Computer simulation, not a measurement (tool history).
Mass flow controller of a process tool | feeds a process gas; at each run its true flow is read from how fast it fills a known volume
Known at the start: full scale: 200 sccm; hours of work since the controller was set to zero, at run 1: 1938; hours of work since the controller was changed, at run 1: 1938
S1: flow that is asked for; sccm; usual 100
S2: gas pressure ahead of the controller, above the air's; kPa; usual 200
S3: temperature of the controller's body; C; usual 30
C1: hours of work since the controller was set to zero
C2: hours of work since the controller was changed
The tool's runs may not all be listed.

{"run": 1, "hour": 0.0, "S1": 100, "S2": 200, "S3": 30, "C1": 1938, "C2": 1938, "true flow (%)": 97.8}
{"run": 2, "hour": 78.6, "S1": 100, "S2": 200, "S3": 30, "C1": 1992, "C2": 1992, "true flow (%)": 97.79}
{"run": 3, "hour": 165.4, "S1": 100, "S2": 200, "S3": 27, "C1": 2051, "C2": 2051, "true flow (%)": 98.05}
{"run": 4, "hour": 249.1, "S1": 100, "S2": 200, "S3": 27, "C1": 2108, "C2": 2108, "true flow (%)": 98.1}
{"run": 5, "hour": 354.4, "S1": 100, "S2": 200, "S3": 27, "C1": 2181, "C2": 2181, "true flow (%)": 98.07}
{"run": 6, "hour": 423.1, "S1": 100, "S2": 211, "S3": 30, "C1": 2228, "C2": 2228, "true flow (%)": 97.55}
{"run": 7, "hour": 500.1, "S1": 100, "S2": 211, "S3": 30, "C1": 2280, "C2": 2280, "true flow (%)": 97.67}
{"run": 8, "hour": 562.7, "S1": 100, "S2": 200, "S3": 30, "C1": 2323, "C2": 2323, "true flow (%)": 97.75}
{"run": 9, "hour": 655.5, "S1": 100, "S2": 200, "S3": 30, "C1": 2387, "C2": 2387, "true flow (%)": 97.59}
{"run": 10, "hour": 767.0, "S1": 100, "S2": 200, "S3": 30, "C1": 2463, "C2": 2463, "true flow (%)": 97.54}
{"run": 11, "hour": 841.1, "S1": 100, "S2": 200, "S3": 30, "C1": 2514, "C2": 2514, "true flow (%)": 97.52}
{"run": 12, "hour": 926.4, "S1": 100, "S2": 200, "S3": 30, "C1": 2572, "C2": 2572, "true flow (%)": 97.6}
{"run": 13, "hour": 1001.8, "S1": 121, "S2": 200, "S3": 30, "C1": 2624, "C2": 2624, "true flow (%)": 97.77}
{"run": 14, "hour": 1089.3, "S1": 121, "S2": 200, "S3": 30, "C1": 2684, "C2": 2684, "true flow (%)": 97.72}
{"run": 15, "hour": 1203.0, "S1": 100, "S2": 200, "S3": 30, "C1": 2762, "C2": 2762, "true flow (%)": 97.4}
{"run": 16, "hour": 1260.9, "S1": 100, "S2": 200, "S3": 30, "C1": 2801, "C2": 2801, "true flow (%)": 97.53}
{"run": 17, "hour": 1322.4, "S1": 100, "S2": 200, "S3": 30, "C1": 2843, "C2": 2843, "true flow (%)": 97.4}
{"run": 18, "hour": 1393.1, "S1": 100, "S2": 200, "S3": 30, "C1": 2892, "C2": 2892, "true flow (%)": 97.5}
{"run": 19, "hour": 1476.1, "S1": 100, "S2": 200, "S3": 30, "C1": 2949, "C2": 2949, "true flow (%)": 97.5}
{"run": 20, "hour": 1540.6, "S1": 100, "S2": 200, "S3": 26, "C1": 2993, "C2": 2993, "true flow (%)": 97.8}
{"run": 21, "hour": 1656.4, "S1": 100, "S2": 200, "S3": 30, "C1": 3072, "C2": 3072, "true flow (%)": 97.4}
{"run": 22, "hour": 1750.8, "S1": 100, "S2": 200, "S3": 30, "C1": 3137, "C2": 3137, "true flow (%)": 97.3}
{"run": 23, "hour": 1814.2, "S1": 100, "S2": 234, "S3": 30, "C1": 3180, "C2": 3180, "true flow (%)": 97.2}
{"run": 24, "hour": 1907.5, "S1": 100, "S2": 234, "S3": 30, "C1": 3244, "C2": 3244, "true flow (%)": 97.23}
{"run": 25, "hour": 1991.1, "S1": 100, "S2": 234, "S3": 30, "C1": 3301, "C2": 3301, "true flow (%)": 97.04}
{"run": 26, "hour": 2050.8, "S1": 73, "S2": 200, "S3": 24, "C1": 3342, "C2": 3342, "true flow (%)": 97.42}
{"run": 27, "hour": 2124.3, "S1": 161, "S2": 200, "S3": 30, "C1": 3392, "C2": 3392, "true flow (%)": 98.09}
{"run": 28, "hour": 2235.0, "S1": 193, "S2": 190, "S3": 30, "C1": 3468, "C2": 3468, "true flow (%)": 98.4}
{"run": 29, "hour": 2322.3, "S1": 193, "S2": 190, "S3": 30, "C1": 3528, "C2": 3528, "true flow (%)": 98.27}
{"run": 30, "hour": 2380.6, "S1": 193, "S2": 190, "S3": 30, "C1": 3568, "C2": 3568, "true flow (%)": 98.39}
{"run": 31, "hour": 2450.0, "S1": 27, "S2": 235, "S3": 30, "C1": 3615, "C2": 3615, "true flow (%)": 94.54}
{"run": 32, "hour": 2556.8, "S1": 22, "S2": 200, "S3": 23, "C1": 3689, "C2": 3689, "true flow (%)": 94.95}
{"run": 33, "hour": 2656.2, "S1": 22, "S2": 200, "S3": 23, "C1": 3757, "C2": 3757, "true flow (%)": 94.93}
{"run": 34, "hour": 2711.4, "S1": 48, "S2": 200, "S3": 28, "C1": 3794, "C2": 3794, "true flow (%)": 96.14}
{"run": 35, "hour": 2784.8, "S1": 57, "S2": 215, "S3": 30, "C1": 3845, "C2": 3845, "true flow (%)": 96.2}
{"run": 36, "hour": 2880.1, "S1": 57, "S2": 152, "S3": 28, "C1": 3910, "C2": 3910, "true flow (%)": 96.58}
{"run": 37, "hour": 2965.5, "S1": 133, "S2": 198, "S3": 37, "C1": 3968, "C2": 3968, "true flow (%)": 96.84}
{"run": 38, "hour": 3080.8, "S1": 133, "S2": 198, "S3": 37, "C1": 4047, "C2": 4047, "true flow (%)": 96.77}
{"run": 39, "hour": 3162.3, "S1": 100, "S2": 247, "S3": 32, "C1": 4103, "C2": 4103, "true flow (%)": 96.36}
{"run": 40, "hour": 3232.4, "S1": 26, "S2": 147, "S3": 32, "C1": 4151, "C2": 4151, "true flow (%)": 94.28}
{"run": 41, "hour": 3298.7, "S1": 45, "S2": 147, "S3": 32, "C1": 4196, "C2": 4196, "true flow (%)": 95.56}
{"run": 42, "hour": 3405.9, "S1": 155, "S2": 176, "S3": 30, "C1": 4270, "C2": 4270, "true flow (%)": 97.84}
{"run": 43, "hour": 3522.0, "S1": 21, "S2": 175, "S3": 30, "C1": 4349, "C2": 4349, "true flow (%)": 93.65}
{"run": 44, "hour": 3588.4, "S1": 21, "S2": 175, "S3": 30, "C1": 4395, "C2": 4395, "true flow (%)": 93.48}
{"run": 45, "hour": 3646.5, "S1": 41, "S2": 272, "S3": 27, "C1": 4435, "C2": 4435, "true flow (%)": 95.1}
{"run": 46, "hour": 3745.9, "S1": 41, "S2": 272, "S3": 27, "C1": 4503, "C2": 4503, "true flow (%)": 95.08}
{"hour": 3815.9, "done": "controller's zero set anew"}
{"run": 47, "hour": 3858.3, "S1": 41, "S2": 154, "S3": 23, "C1": 29, "C2": 4579, "true flow (%)": 97.87}
{"run": 48, "hour": 3951.8, "S1": 41, "S2": 154, "S3": 23, "C1": 93, "C2": 4643, "true flow (%)": 97.94}

3 ways to go on from here, each from the tool as it stands after run 48. What would each give?
{"run": "A", "hour": 4049.4, "S1": 61, "S2": 185, "S3": 23, "C1": 160, "C2": 4710, "true flow (%)": "?"}
{"run": "B", "hour": 4049.4, "S1": 100, "S2": 144, "S3": 27, "C1": 160, "C2": 4710, "true flow (%)": "?"}
{"run": "C", "hour": 4049.4, "S1": 100, "S2": 221, "S3": 30, "C1": 160, "C2": 4710, "true flow (%)": "?"}

run=A true_flow_(%)=97.81
run=B true_flow_(%)=97.92
run=C true_flow_(%)=97.16
Without the tool's hidden state the same runs would have given:
run=A true_flow_(%)=99.01
run=B true_flow_(%)=99.08
run=C true_flow_(%)=98.32
